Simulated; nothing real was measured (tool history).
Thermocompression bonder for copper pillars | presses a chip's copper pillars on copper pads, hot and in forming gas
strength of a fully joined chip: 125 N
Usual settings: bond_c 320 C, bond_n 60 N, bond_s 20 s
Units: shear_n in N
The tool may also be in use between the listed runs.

| run | hour | bond_c | bond_n | bond_s | shear_n |
|---|---|---|---|---|---|
| 1 | 0 | 320 | 60 | 20 | 75.3 |
| 2 | 18.3 | 320 | 60 | 20 | 75.4 |
| 3 | 33.4 | 320 | 60 | 20 | 75.9 |
| 4 | 48.1 | 320 | 60 | 20 | 75.4 |
| 5 | 68.1 | 344 | 60 | 20 | 87.3 |
| 6 | 95.1 | 344 | 60 | 20 | 87.9 |
| 7 | 115.4 | 344 | 60 | 20 | 88.2 |
| 8 | 133.3 | 344 | 60 | 20 | 88 |
| 9 | 159.4 | 344 | 60 | 20 | 89 |
| 10 | 192.8 | 344 | 60 | 20 | 88.8 |
| 11 | 225.8 | 344 | 60 | 20 | 87.5 |
| 12 | 257.1 | 344 | 60 | 20 | 87.8 |
|  | 265.1 | forming gas filter changed |
| 13 | 274.5 | 320 | 60 | 20 | 75.2 |
| 14 | 303.3 | 320 | 60 | 20 | 74.5 |
| 15 | 324.8 | 297 | 60 | 20 | 61.7 |
| 16 | 352.1 | 320 | 60 | 20 | 74.3 |
| 17 | 387.8 | 320 | 60 | 20 | 75.1 |
| 18 | 407.2 | 320 | 60 | 20 | 75.3 |
| 19 | 439.5 | 314 | 60 | 18 | 69.5 |

Forecast run 20:
| 20 | 466.2 | 335 | 60 | 21 | ? |

{"run 20": {"shear_n": 84.2}}
Without the tool's hidden state the same run would have given shear_n 84.4 N.

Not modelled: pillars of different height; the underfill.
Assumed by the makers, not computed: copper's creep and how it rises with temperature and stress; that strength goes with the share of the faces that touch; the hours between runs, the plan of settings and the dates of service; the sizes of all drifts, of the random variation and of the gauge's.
